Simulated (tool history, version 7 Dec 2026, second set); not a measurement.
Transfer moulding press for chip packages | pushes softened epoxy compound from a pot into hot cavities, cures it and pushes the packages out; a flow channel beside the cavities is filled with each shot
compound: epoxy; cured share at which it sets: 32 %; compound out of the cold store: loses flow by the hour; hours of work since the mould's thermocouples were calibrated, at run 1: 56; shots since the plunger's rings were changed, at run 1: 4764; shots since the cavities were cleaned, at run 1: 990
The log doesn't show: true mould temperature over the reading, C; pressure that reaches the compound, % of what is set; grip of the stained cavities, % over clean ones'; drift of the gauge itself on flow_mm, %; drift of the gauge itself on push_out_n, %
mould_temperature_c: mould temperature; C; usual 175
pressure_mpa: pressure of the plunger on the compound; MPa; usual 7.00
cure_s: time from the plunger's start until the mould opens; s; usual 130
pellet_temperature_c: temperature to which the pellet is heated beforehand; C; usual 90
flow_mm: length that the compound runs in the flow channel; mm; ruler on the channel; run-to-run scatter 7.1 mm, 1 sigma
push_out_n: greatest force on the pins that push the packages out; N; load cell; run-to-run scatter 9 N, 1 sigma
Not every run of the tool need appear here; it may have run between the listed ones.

| run | hour | mould_temperature_c | pressure_mpa | cure_s | pellet_temperature_c | hours of work since the mould's thermocouples were calibrated | shots since the plunger's rings were changed | shots since the cavities were cleaned | incoming compound's hours out of the cold store | flow_mm | push_out_n |
|---|---|---|---|---|---|---|---|---|---|---|---|
| 1 | 0.0 | 175 | 7.00 | 130 | 90 | 56 | 4764 | 990 | 26.9 | 765 | 653 |
| 2 | 18.9 | 175 | 7.00 | 130 | 90 | 65 | 4876 | 1102 | 37.2 | 723 | 614 |
|  | 25.2 | cavities cleaned with cleaning compound and waxed |
| 3 | 32.3 | 175 | 7.00 | 130 | 90 | 70 | 4947 | 42 | 19.1 | 783 | 437 |
| 4 | 60.3 | 175 | 7.00 | 130 | 90 | 82 | 5112 | 207 | 16.6 | 796 | 510 |
| 5 | 88.2 | 175 | 7.00 | 130 | 90 | 94 | 5276 | 371 | 44.8 | 680 | 521 |
| 6 | 100.8 | 175 | 7.00 | 130 | 90 | 100 | 5351 | 446 | 23.8 | 769 | 556 |
| 7 | 124.9 | 175 | 7.00 | 130 | 90 | 110 | 5494 | 589 | 24.9 | 756 | 580 |
| 8 | 140.2 | 175 | 7.00 | 130 | 90 | 117 | 5584 | 679 | 21.1 | 773 | 594 |
| 9 | 154.7 | 175 | 7.00 | 130 | 90 | 123 | 5669 | 764 | 45.8 | 673 | 577 |
| 10 | 167.7 | 176 | 7.00 | 130 | 90 | 129 | 5746 | 841 | 25.2 | 748 | 566 |
| 11 | 189.6 | 176 | 7.00 | 130 | 90 | 138 | 5876 | 971 | 17.3 | 779 | 601 |
|  | 217.9 | cavities cleaned with cleaning compound and waxed |
| 12 | 217.9 | 175 | 5.34 | 164 | 90 | 150 | 6034 | 0 | 43.0 | 583 | 336 |
| 13 | 238.5 | 183 | 7.00 | 130 | 89 | 159 | 6156 | 122 | 33.4 | 694 | 393 |
|  | 242.7 | mould's thermocouples calibrated |
| 14 | 268.2 | 175 | 7.00 | 117 | 90 | 11 | 6319 | 285 | 20.3 | 757 | 602 |
|  | 288.3 | mould's thermocouples calibrated, once more |
| 15 | 294.6 | 175 | 7.00 | 117 | 90 | 3 | 6464 | 430 | 42.4 | 678 | 609 |
| 16 | 312.4 | 175 | 7.05 | 158 | 90 | 10 | 6568 | 534 | 15.4 | 775 | 475 |
|  | 320.1 | plunger's sealing rings changed |
| 17 | 334.6 | 175 | 7.05 | 158 | 90 | 19 | 86 | 651 | 47.6 | 756 | 490 |
| 18 | 361.7 | 175 | 7.05 | 158 | 90 | 31 | 246 | 811 | 30.6 | 827 | 512 |

3 options for the next run, each taken on its own from the tool as it stands now. Forecast them:
| A | 380.0 | 175 | 7.05 | 158 | 91 | 39 | 354 | 919 | 8.9 | ? | ? |
| B | 380.0 | 175 | 8.68 | 130 | 90 | 39 | 354 | 919 | 26.1 | ? | ? |
| C | 380.0 | 175 | 6.09 | 125 | 91 | 39 | 354 | 919 | 28.4 | ? | ? |

| run | flow_mm | push_out_n |
|---|---|---|
| A | 927 | 527 |
| B | 938 | 627 |
| C | 789 | 637 |
Stripped of hidden state, with their random variation kept, the same runs would have yielded:
| run | flow_mm | push_out_n |
|---|---|---|
| A | 935 | 354 |
| B | 946 | 426 |
| C | 795 | 432 |
